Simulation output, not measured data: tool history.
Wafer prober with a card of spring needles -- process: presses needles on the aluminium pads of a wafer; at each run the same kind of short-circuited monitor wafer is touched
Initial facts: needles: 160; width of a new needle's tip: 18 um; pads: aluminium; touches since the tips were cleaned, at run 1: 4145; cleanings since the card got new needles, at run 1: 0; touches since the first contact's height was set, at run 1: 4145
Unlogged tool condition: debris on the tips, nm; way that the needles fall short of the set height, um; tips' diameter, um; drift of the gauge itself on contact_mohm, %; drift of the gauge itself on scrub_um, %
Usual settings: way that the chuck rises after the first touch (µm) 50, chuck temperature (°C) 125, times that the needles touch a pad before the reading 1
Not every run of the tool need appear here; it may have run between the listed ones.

run   hour  way that the chuck rises after the first touch (µm)  chuck temperature (°C)  times that the needles touch a pad before the reading  touches since the tips were cleaned  cleanings since the card got new needles  touches since the first contact's height was set  resistance of one needle with its contact and lead (mohm)  way that a needle slides on the pad (µm)
  1      0                                                   50                     125                                                      1                                 4145                                         0                                              4145                                                        199                                      7.74
  2    9.9                                                   50                     125                                                      1                                 5785                                         0                                              5785                                                        194                                      7.73
      23.7  -- tips cleaned on abrasive film
  3   23.7                                                   50                     125                                                      1                                    0                                         1                                              8035                                                        196                                      7.72
  4   31.3                                                   50                     125                                                      1                                 1265                                         1                                              9300                                                        199                                      7.72
  5   44.4                                                   40                     125                                                      1                                 3413                                         1                                             11448                                                        201                                      6.15
  6   55.5                                                   40                     125                                                      1                                 5253                                         1                                             13288                                                        199                                      6.14
  7   69.5                                                   50                     125                                                      1                                 7564                                         1                                             15599                                                        198                                       7.7
      71.9  -- tips cleaned on abrasive film
  8   81.9                                                   50                     125                                                      2                                 1650                                         2                                             17630                                                        195                                      7.67
  9   89.3                                                   50                     125                                                      2                                 2872                                         2                                             18852                                                        199                                      7.66
 10  101.4                                                   50                     125                                                      2                                 4869                                         2                                             20849                                                        194                                      7.68
 11  113.5                                                   50                     125                                                      2                                 6863                                         2                                             22843                                                        195                                      7.66
     120.2  -- tips cleaned on abrasive film
 12  124.3                                                   50                     125                                                      2                                  677                                         3                                             24610                                                        193                                      7.65
 13  131.7                                                   50                     125                                                      1                                 1892                                         3                                             25825                                                        198                                      7.62
 14  144.7                                                   50                     125                                                      2                                 4040                                         3                                             27973                                                        195                                      7.62
 15  152.4                                                   40                      92                                                      2                                 5306                                         3                                             29239                                                        199                                      6.11
 16  163.7                                                   40                      30                                                      2                                 7170                                         3                                             31103                                                        179                                       6.1
     169.1  -- tips cleaned on abrasive film
 17    178                                                   48                      26                                                      1                                 1463                                         4                                             33445                                                        176                                      7.32
 18  186.3                                                   48                      26                                                      1                                 2830                                         4                                             34812                                                        174                                      7.29
 19  199.3                                                   32                      69                                                      2                                 4981                                         4                                             36963                                                        195                                      4.85
 20  210.3                                                   67                      33                                                      2                                 6798                                         4                                             38780                                                        169                                     10.16
 21  216.4                                                   67                      38                                                      3                                 7801                                         4                                             39783                                                        172                                     10.17
     217.4  -- tips cleaned on abrasive film
 22  226.3                                                   66                      67                                                      3                                 1472                                         5                                             41401                                                        179                                        10
 23  240.6                                                   50                     125                                                      3                                 3831                                         5                                             43760                                                        198                                      7.56
 24    248                                                   50                     125                                                      3                                 5052                                         5                                             44981                                                        199                                      7.55
 25  262.1                                                   56                      47                                                      2                                 7381                                         5                                             47310                                                        175                                      8.44
     266.1  -- tips cleaned on abrasive film
 26  275.1                                                   56                      47                                                      2                                 1497                                         6                                             49447                                                        179                                      8.45
     280.4  -- gauge calibrated
 27  282.5                                                   69                     125                                                      1                                 2703                                         6                                             50653                                                        190                                     10.65
 28    291                                                   43                      34                                                      1                                 4110                                         6                                             52060                                                        181                                      6.65

Measured minus without-hidden-state, run by run (identical run-to-run variation in each term; gauge scatter may differ):
run  way that a needle slides on the pad (µm)
  1                                        +0
  2                                     -0.01
  3                                     -0.02
  4                                     -0.02
  5                                     -0.03
  6                                     -0.03
  7                                     -0.05
  8                                     -0.06
  9                                     -0.06
 10                                     -0.07
 11                                     -0.08
 12                                     -0.09
 13                                     -0.09
 14                                      -0.1
 15                                     -0.08
 16                                     -0.09
 17                                     -0.13
 18                                     -0.12
 19                                     -0.09
 20                                      -0.2
 21                                      -0.2
 22                                     -0.21
 23                                     -0.17
 24                                     -0.17
 25                                     -0.21
 26                                     -0.21
 27                                        +0
 28                                        +0
resistance of one needle with its contact and lead (mohm): differs from the measured result by no more than 1 in any run.
